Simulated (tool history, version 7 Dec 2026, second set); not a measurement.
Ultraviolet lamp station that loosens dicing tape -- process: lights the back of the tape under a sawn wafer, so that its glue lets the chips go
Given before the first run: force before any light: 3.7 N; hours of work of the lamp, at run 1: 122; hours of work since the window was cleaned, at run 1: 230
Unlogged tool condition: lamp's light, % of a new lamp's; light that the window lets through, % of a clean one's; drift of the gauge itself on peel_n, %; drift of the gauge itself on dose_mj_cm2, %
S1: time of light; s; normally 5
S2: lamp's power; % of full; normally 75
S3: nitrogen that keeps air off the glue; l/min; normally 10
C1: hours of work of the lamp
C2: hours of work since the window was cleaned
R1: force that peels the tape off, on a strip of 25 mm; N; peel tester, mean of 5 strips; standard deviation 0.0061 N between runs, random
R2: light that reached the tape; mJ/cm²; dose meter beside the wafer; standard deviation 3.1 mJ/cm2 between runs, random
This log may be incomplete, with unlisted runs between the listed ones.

run	hour	S1	S2	S3	C1	C2	R1	R2
1	0	5	75	10	122	230	0.219	402
2	51.3	5	75	9	163	270	0.232	385
3	105	5	75	9	205	313	0.266	368
# hour 156.2: window cleaned of glue's vapour
4	178.1	6	75	10	262	17	0.156	486
5	226.2	5	75	10	300	55	0.217	380
6	299.8	5	75	10	358	113	0.257	367
7	360.3	5	75	10	406	161	0.265	352
8	398	5	75	10	436	191	0.292	334
9	473.6	5	71	10	496	250	0.36	305
10	531.6	5	75	12	541	296	0.315	305
11	592.7	5	75	12	590	345	0.345	287
# hour 605.3: window cleaned of glue's vapour
12	638.9	5	75	7	626	27	0.359	324
# hour 650.4: lamp changed
13	700.7	5	75	7	40	75	0.217	430
14	765.2	5	75	10	91	125	0.193	413
15	835.4	5	75	10	146	181	0.218	387
16	879.1	5	75	10	181	215	0.241	377
17	926.4	3	75	10	218	253	0.608	216
18	971.5	3	75	10	253	288	0.638	210
19	1024.7	5	75	10	295	330	0.295	339
# hour 1052.7: window cleaned of glue's vapour
20	1073.2	5	75	10	333	16	0.237	379
21	1124	5	75	10	373	56	0.256	362
22	1164.7	5	87	13	406	88	0.186	409
23	1230.5	5	71	13	458	140	0.29	315
24	1269.5	2	86	4	488	171	1.48	149
25	1336.4	2	69	4	541	224	1.847	114
26	1403.2	2	69	4	594	277	1.891	107
27	1440.4	2	65	4	623	306	2.013	97
# hour 1459.3: lamp changed
# hour 1501.8: window cleaned of glue's vapour
28	1522.6	7	70	7	50	16	0.151	580
29	1566.9	7	70	7	85	51	0.162	569
30	1602.9	7	70	7	113	80	0.155	558
31	1666.1	4	95	10	163	130	0.208	411
32	1701.9	9	77	15	191	158	0.112	726
33	1738	5	65	14	220	186	0.245	332
34	1809.8	9	75	17	276	243	0.128	651
35	1878.3	4	86	19	330	297	0.253	315
36	1929.1	6	75	10	370	337	0.227	397
# hour 1954: window cleaned of glue's vapour
37	1980	5	75	20	410	21	0.188	363
38	2039.8	5	75	20	457	68	0.197	346
39	2076.5	5	66	4	486	97	0.589	298
40	2144.3	4	66	8	540	150	0.625	228
41	2185.6	5	82	4	572	183	0.479	346
42	2233	5	82	4	610	220	0.518	327

Predict each of these 5 candidate next runs independently; none follows another, all start after run 42:
# hour 2266.6: lamp changed
A	2268	9	82	4	1	247	?	?
# hour 2266.6: lamp changed
B	2268	8	70	4	1	247	?	?
# hour 2266.6: lamp changed
C	2268	5	61	10	1	247	?	?
# hour 2266.6: lamp changed
D	2268	5	99	10	1	247	?	?
# hour 2266.6: lamp changed
E	2268	9	83	8	1	247	?	?

run	R1	R2
A	0.133	799
B	0.172	611
C	0.307	331
D	0.141	544
E	0.111	814
With the hidden condition removed and each run's random variation left untouched, the same runs would have given:
run	R1	R2
A	0.125	906
B	0.147	694
C	0.247	376
D	0.128	618
E	0.109	923
